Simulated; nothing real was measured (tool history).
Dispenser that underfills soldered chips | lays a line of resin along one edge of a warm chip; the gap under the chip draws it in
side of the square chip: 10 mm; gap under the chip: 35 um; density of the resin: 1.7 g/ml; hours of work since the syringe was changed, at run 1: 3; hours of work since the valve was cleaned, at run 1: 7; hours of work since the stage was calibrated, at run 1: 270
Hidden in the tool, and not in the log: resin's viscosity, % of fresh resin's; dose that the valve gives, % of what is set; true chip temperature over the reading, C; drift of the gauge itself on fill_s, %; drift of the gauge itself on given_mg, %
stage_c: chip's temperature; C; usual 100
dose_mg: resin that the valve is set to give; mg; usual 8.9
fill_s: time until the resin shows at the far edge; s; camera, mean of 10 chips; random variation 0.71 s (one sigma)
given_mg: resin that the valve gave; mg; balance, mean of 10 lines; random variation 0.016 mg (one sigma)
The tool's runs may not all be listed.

run	day	stage_c	dose_mg	hours of work since the syringe was changed	hours of work since the valve was cleaned	hours of work since the stage was calibrated	fill_s	given_mg
1	0	100	8.9	3	7	270	77.1	8.84
# day 0.171: new syringe of resin
2	0.388	100	8.93	4	14	276	78.1	8.85
# day 0.533: new syringe of resin
3	0.729	112	8.93	4	20	282	49.3	8.78
# day 0.862: new syringe of resin
# day 1.188: new syringe of resin
4	1.188	112	8.93	0	28	290	41.6	8.71
5	1.475	100	8.9	5	33	295	84.4	8.68
# day 1.525: new syringe of resin
# day 1.871: new syringe of resin
6	2	100	8.9	2	41	304	70.6	8.63
# day 2.212: new syringe of resin
7	2.425	90	8.9	4	49	311	117.1	8.56
# day 2.496: dispensing valve cleaned and set on the balance
# day 2.604: new syringe of resin
8	2.888	90	8.9	5	7	318	121.2	8.84
# day 2.929: new syringe of resin
9	3.154	105	8.84	4	11	323	65.3	8.75
# day 3.275: new syringe of resin
10	3.521	106	10.26	4	17	329	64.4	10.1
# day 3.612: new syringe of resin
# day 3.942: new syringe of resin
11	4.025	106	10.26	1	26	338	54.4	10.01
# day 4.275: new syringe of resin
12	4.492	107	8.47	4	34	346	62	8.23
# day 4.642: new syringe of resin
13	4.896	98	9.54	5	41	353	87.1	9.22
# day 4.979: new syringe of resin
# day 5.312: new syringe of resin
14	5.312	98	9.54	0	48	359	66.4	9.16
# day 5.438: dispensing valve cleaned and set on the balance
15	5.608	104	9.72	4	3	364	70.4	9.68
# day 5.708: new syringe of resin
16	5.946	98	8.31	4	9	370	86.8	8.25

Forecast each of these 5 alternatives for the next run:
# day 6.05: new syringe of resin
# day 6.392: new syringe of resin
A	6.421	100	11.48	1	17	378	?	?
# day 6.05: new syringe of resin
# day 6.392: new syringe of resin
B	6.421	91	8.31	1	17	378	?	?
# day 6.05: new syringe of resin
# day 6.392: new syringe of resin
C	6.421	88	8.31	1	17	378	?	?
# day 6.05: new syringe of resin
# day 6.392: new syringe of resin
D	6.421	109	8.9	1	17	378	?	?
# day 6.05: new syringe of resin
# day 6.392: new syringe of resin
E	6.421	99	8.9	1	17	378	?	?

run	fill_s	given_mg
A	62	11.32
B	92.2	8.17
C	105.6	8.18
D	45.4	8.79
E	67.1	8.77
Without the tool's hidden state the same runs would have given:
run	fill_s	given_mg
A	61.9	11.48
B	91.9	8.29
C	105.2	8.3
D	45.2	8.92
E	66.9	8.9
